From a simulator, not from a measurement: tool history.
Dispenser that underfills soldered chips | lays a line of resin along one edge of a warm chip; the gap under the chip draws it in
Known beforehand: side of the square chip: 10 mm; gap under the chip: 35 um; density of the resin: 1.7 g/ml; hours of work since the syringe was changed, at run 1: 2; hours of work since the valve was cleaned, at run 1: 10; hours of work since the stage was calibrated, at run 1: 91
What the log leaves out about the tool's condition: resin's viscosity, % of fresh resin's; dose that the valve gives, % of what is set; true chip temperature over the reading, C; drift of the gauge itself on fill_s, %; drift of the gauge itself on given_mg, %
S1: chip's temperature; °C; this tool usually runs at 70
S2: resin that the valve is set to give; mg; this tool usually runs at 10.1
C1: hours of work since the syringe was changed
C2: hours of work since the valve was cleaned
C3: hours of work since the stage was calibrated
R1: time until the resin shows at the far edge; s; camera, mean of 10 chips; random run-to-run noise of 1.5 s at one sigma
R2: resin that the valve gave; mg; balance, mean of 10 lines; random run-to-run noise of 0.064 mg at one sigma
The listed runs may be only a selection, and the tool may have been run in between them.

run	hour	S1	S2	C1	C2	C3	R1	R2
1	0	70	10.1	2	10	91	154.5	10.07
2	10.7	70	10.1	8	17	97	201.7	9.87
# hour 15.3: new syringe of resin
3	22.8	70	10.1	5	24	105	177	9.93
# hour 34: new syringe of resin
4	35.3	70	10.1	1	32	112	147.5	9.77
5	46	70	10.1	7	38	119	195.8	9.88
# hour 52.7: new syringe of resin
6	56.1	70	10.1	2	44	125	160.8	9.79
7	67.6	70	10.1	9	51	132	210.8	9.68
# hour 71.6: new syringe of resin
8	78.7	70	9	4	58	139	178.7	8.57
9	88.4	60	10.1	10	64	145	337.8	9.58
# hour 90.1: new syringe of resin
10	99	60	10.1	6	71	151	273.3	9.61
11	105.1	70	9.2	9	74	155	216.2	8.57
# hour 109.3: new syringe of resin
12	112	70	9.2	2	78	159	158.1	8.6
# hour 114.5: dispensing valve cleaned and set on the balance
13	124.3	70	10.3	9	6	166	208	10.36
# hour 128.8: new syringe of resin
14	131.5	76	10	2	10	170	124.4	9.98
15	141.2	58	10.9	8	16	176	317.6	10.84
# hour 147.1: new syringe of resin
16	149.1	65	10.2	1	21	181	190.1	10.09
17	157.6	81	10.2	7	26	186	126	9.98
# hour 166.1: new syringe of resin
18	166.7	75	9.5	0	32	192	124.8	9.35
19	174.3	62	9.1	5	37	196	256.8	8.83
# hour 184.4: new syringe of resin
20	184.4	77	11.6	0	43	202	113	11.33
21	195.8	77	11.6	7	50	209	149.2	11.12
# hour 203.3: new syringe of resin
22	209.6	63	10.8	4	58	218	226.2	10.28
23	218.4	63	10.8	9	63	223	279.8	10.36
# hour 221.7: new syringe of resin
24	227.5	79	11.2	4	69	229	123	10.64
25	236.9	56	8.6	9	75	235	393.2	8.11

For each entry between runs, how does the tool's hidden state at the last listed run before it compare with that at the first listed run after it?
After run 2, before run 3: new syringe of resin (hour 15.3)
  resin's viscosity, % of fresh resin's: 138.1 -> 122.5; dose that the valve gives, % of what is set: 98.76 -> 98.19; true chip temperature over the reading, C: -0.23 -> -0.25
  the result without the hidden state subtracted from the measured one, R1: +57.1 -> +34.2 s; R2: -0.13 -> -0.18 mg
After run 3, before run 4: new syringe of resin (hour 34)
  resin's viscosity, % of fresh resin's: 122.5 -> 103.4; dose that the valve gives, % of what is set: 98.19 -> 97.56; true chip temperature over the reading, C: -0.25 -> -0.28
  the result without the hidden state subtracted from the measured one, R1: +34.2 -> +6.7 s; R2: -0.18 -> -0.25 mg
After run 5, before run 6: new syringe of resin (hour 52.7)
  resin's viscosity, % of fresh resin's: 134.4 -> 108.7; dose that the valve gives, % of what is set: 97.02 -> 96.53; true chip temperature over the reading, C: -0.3 -> -0.32
  the result without the hidden state subtracted from the measured one, R1: +52.2 -> +15.2 s; R2: -0.31 -> -0.35 mg
After run 7, before run 8: new syringe of resin (hour 71.6)
  resin's viscosity, % of fresh resin's: 144.2 -> 120.2; dose that the valve gives, % of what is set: 95.94 -> 95.38; true chip temperature over the reading, C: -0.34 -> -0.36
  the result without the hidden state subtracted from the measured one, R1: +67.2 -> +33.4 s; R2: -0.41 -> -0.42 mg
After run 9, before run 10: new syringe of resin (hour 90.1)
  resin's viscosity, % of fresh resin's: 152.9 -> 125.2; dose that the valve gives, % of what is set: 94.91 -> 94.44; true chip temperature over the reading, C: -0.38 -> -0.4
  the result without the hidden state subtracted from the measured one, R1: +121.4 -> +59.9 s; R2: -0.52 -> -0.56 mg
After run 11, before run 12: new syringe of resin (hour 109.3)
  resin's viscosity, % of fresh resin's: 145.8 -> 107.1; dose that the valve gives, % of what is set: 94.12 -> 93.82; true chip temperature over the reading, C: -0.41 -> -0.43
  the result without the hidden state subtracted from the measured one, R1: +71.6 -> +14.4 s; R2: -0.54 -> -0.57 mg
After run 12, before run 13: dispensing valve cleaned and set on the balance (hour 114.5)
  resin's viscosity, % of fresh resin's: 107.1 -> 141.7; dose that the valve gives, % of what is set: 93.82 -> 99.5; true chip temperature over the reading, C: -0.43 -> -0.45
  the result without the hidden state subtracted from the measured one, R1: +14.4 -> +63.7 s; R2: -0.57 -> -0.05 mg
After run 13, before run 14: new syringe of resin (hour 128.8)
  resin's viscosity, % of fresh resin's: 141.7 -> 107; dose that the valve gives, % of what is set: 99.5 -> 99.13; true chip temperature over the reading, C: -0.45 -> -0.46
  the result without the hidden state subtracted from the measured one, R1: +63.7 -> +10.2 s; R2: -0.05 -> -0.09 mg
After run 15, before run 16: new syringe of resin (hour 147.1)
  resin's viscosity, % of fresh resin's: 135.8 -> 105.5; dose that the valve gives, % of what is set: 98.68 -> 98.26; true chip temperature over the reading, C: -0.49 -> -0.5
  the result without the hidden state subtracted from the measured one, R1: +88.7 -> +13.7 s; R2: -0.15 -> -0.18 mg
After run 17, before run 18: new syringe of resin (hour 166.1)
  resin's viscosity, % of fresh resin's: 130 -> 100.9; dose that the valve gives, % of what is set: 97.81 -> 97.38; true chip temperature over the reading, C: -0.52 -> -0.54
  the result without the hidden state subtracted from the measured one, R1: +31.1 -> +3.9 s; R2: -0.22 -> -0.25 mg
After run 19, before run 20: new syringe of resin (hour 184.4)
  resin's viscosity, % of fresh resin's: 121.8 -> 101.3; dose that the valve gives, % of what is set: 96.98 -> 96.53; true chip temperature over the reading, C: -0.55 -> -0.57
  the result without the hidden state subtracted from the measured one, R1: +51.6 -> +3.9 s; R2: -0.27 -> -0.41 mg
After run 21, before run 22: new syringe of resin (hour 203.3)
  resin's viscosity, % of fresh resin's: 134.3 -> 115.9; dose that the valve gives, % of what is set: 96.05 -> 95.38; true chip temperature over the reading, C: -0.6 -> -0.63
  the result without the hidden state subtracted from the measured one, R1: +40.6 -> +36.6 s; R2: -0.45 -> -0.5 mg
After run 23, before run 24: new syringe of resin (hour 221.7)
  resin's viscosity, % of fresh resin's: 143.9 -> 116.1; dose that the valve gives, % of what is set: 94.97 -> 94.52; true chip temperature over the reading, C: -0.64 -> -0.66
  the result without the hidden state subtracted from the measured one, R1: +91 -> +19.9 s; R2: -0.54 -> -0.62 mg
